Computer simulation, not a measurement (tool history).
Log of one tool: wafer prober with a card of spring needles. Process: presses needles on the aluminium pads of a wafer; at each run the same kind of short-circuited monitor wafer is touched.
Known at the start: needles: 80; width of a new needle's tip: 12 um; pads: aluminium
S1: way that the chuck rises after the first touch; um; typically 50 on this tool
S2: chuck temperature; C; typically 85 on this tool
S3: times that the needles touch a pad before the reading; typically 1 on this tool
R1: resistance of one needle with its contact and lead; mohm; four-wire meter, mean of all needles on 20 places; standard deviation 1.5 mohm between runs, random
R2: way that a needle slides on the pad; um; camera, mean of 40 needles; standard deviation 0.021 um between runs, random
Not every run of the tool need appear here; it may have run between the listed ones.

run	hour	S1	S2	S3	R1	R2
1	0	50	85	1	146	10.57
# hour 27.8: tips cleaned on abrasive film
2	50.9	34	85	1	226	7.15
# hour 55.7: tips cleaned on abrasive film
# hour 87.9: tips cleaned on abrasive film
3	110.3	50	29	1	176	10.54
# hour 118.9: tips cleaned on abrasive film
# hour 147.7: tips cleaned on abrasive film
# hour 181: tips cleaned on abrasive film
4	183.9	50	29	1	149	10.47
# hour 213.4: tips cleaned on abrasive film
# hour 241.4: tips cleaned on abrasive film
# hour 246.8: height of the first contact set anew
5	260.5	50	85	1	183	10.66
# hour 271.3: tips cleaned on abrasive film
# hour 299.5: tips cleaned on abrasive film
6	306.6	50	85	1	172	10.63
# hour 330.5: tips cleaned on abrasive film
# hour 357.7: tips cleaned on abrasive film
7	357.7	50	85	1	149	10.57
# hour 391.2: tips cleaned on abrasive film
# hour 419.6: tips cleaned on abrasive film
8	439.3	50	85	1	183	10.57
# hour 448.9: tips cleaned on abrasive film
# hour 478.4: tips cleaned on abrasive film
9	486.5	50	85	1	173	10.52
# hour 509.5: tips cleaned on abrasive film
# hour 536.7: tips cleaned on abrasive film
10	560.3	50	85	1	185	10.52
# hour 567.2: tips cleaned on abrasive film
# hour 595: tips cleaned on abrasive film
11	604	50	85	1	176	10.48
# hour 623.4: tips cleaned on abrasive film
# hour 647.2: height of the first contact set anew
# hour 651.4: tips cleaned on abrasive film
12	665.1	50	85	2	163	10.68
# hour 682.3: tips cleaned on abrasive film
# hour 713.5: tips cleaned on abrasive film
13	740	50	85	1	186	10.6
# hour 746.9: tips cleaned on abrasive film
# hour 776.6: tips cleaned on abrasive film
14	788.1	50	85	1	175	10.57
# hour 809.8: tips cleaned on abrasive film
15	836.2	50	85	3	161	10.54
# hour 840.2: tips cleaned on abrasive film
# hour 873: tips cleaned on abrasive film
# hour 902.7: tips cleaned on abrasive film
16	904.5	34	85	3	160	7.12
# hour 935.4: tips cleaned on abrasive film
# hour 964.9: tips cleaned on abrasive film
17	969.6	46	27	3	141	9.61
# hour 994.1: tips cleaned on abrasive film
# hour 1021.3: tips cleaned on abrasive film
# hour 1050.5: tips cleaned on abrasive film
# hour 1050.8: height of the first contact set anew
18	1055.5	36	101	3	166	7.7
# hour 1081.3: tips cleaned on abrasive film
# hour 1114.7: tips cleaned on abrasive film
19	1123.6	50	85	3	159	10.61
# hour 1148.2: tips cleaned on abrasive film
# hour 1179.9: tips cleaned on abrasive film
20	1193.9	50	85	3	157	10.58
# hour 1208.9: tips cleaned on abrasive film
# hour 1236.9: tips cleaned on abrasive film
21	1248	50	104	2	168	10.51
# hour 1270.1: tips cleaned on abrasive film
# hour 1299.6: tips cleaned on abrasive film
22	1326	41	85	1	210	8.62
# hour 1332.6: tips cleaned on abrasive film
# hour 1361.1: tips cleaned on abrasive film
23	1366.7	31	31	1	208	6.45
# hour 1388.9: tips cleaned on abrasive film
# hour 1416.3: tips cleaned on abrasive film
24	1426.7	31	31	1	237	6.4
# hour 1443.9: tips cleaned on abrasive film
# hour 1451: height of the first contact set anew
# hour 1473.4: tips cleaned on abrasive film
# hour 1502.3: tips cleaned on abrasive film
25	1502.3	38	31	2	144	8.06
# hour 1531.6: tips cleaned on abrasive film
26	1540.6	67	27	1	152	14.25
# hour 1560.5: tips cleaned on abrasive film
27	1577.1	42	46	2	173	8.87
# hour 1589.3: tips cleaned on abrasive film
# hour 1619.1: tips cleaned on abrasive film
# hour 1651.3: tips cleaned on abrasive film
28	1659.6	48	44	3	151	10.11
# hour 1679.1: tips cleaned on abrasive film
29	1696.3	31	44	3	184	6.49
# hour 1707.1: tips cleaned on abrasive film
# hour 1734.6: tips cleaned on abrasive film
30	1734.6	34	28	1	146	7.1
# hour 1764.2: tips cleaned on abrasive film
31	1772	46	121	2	173	9.64

Had the tool no unlogged condition, and each run kept its random variation, what would the results have been?
Hidden conditions of the tool in this case: debris on the tips, nm; way that the needles fall short of the set height, um; tips' diameter, um; drift of the gauge itself on contact_mohm, %; drift of the gauge itself on scrub_um, %.
run	R1	R2
1	143	10.66
2	147	7.25
3	132	10.66
4	132	10.64
5	145	10.66
6	143	10.65
7	143	10.64
8	142	10.67
9	144	10.64
10	141	10.67
11	145	10.65
12	142	10.7
13	142	10.65
14	141	10.65
15	144	10.63
16	148	7.25
17	130	9.77
18	149	7.7
19	145	10.64
20	142	10.65
21	144	10.61
22	144	8.74
23	139	6.61
24	140	6.58
25	135	8.09
26	131	14.29
27	135	8.92
28	136	10.21
29	142	6.61
30	138	7.25
31	149	9.8

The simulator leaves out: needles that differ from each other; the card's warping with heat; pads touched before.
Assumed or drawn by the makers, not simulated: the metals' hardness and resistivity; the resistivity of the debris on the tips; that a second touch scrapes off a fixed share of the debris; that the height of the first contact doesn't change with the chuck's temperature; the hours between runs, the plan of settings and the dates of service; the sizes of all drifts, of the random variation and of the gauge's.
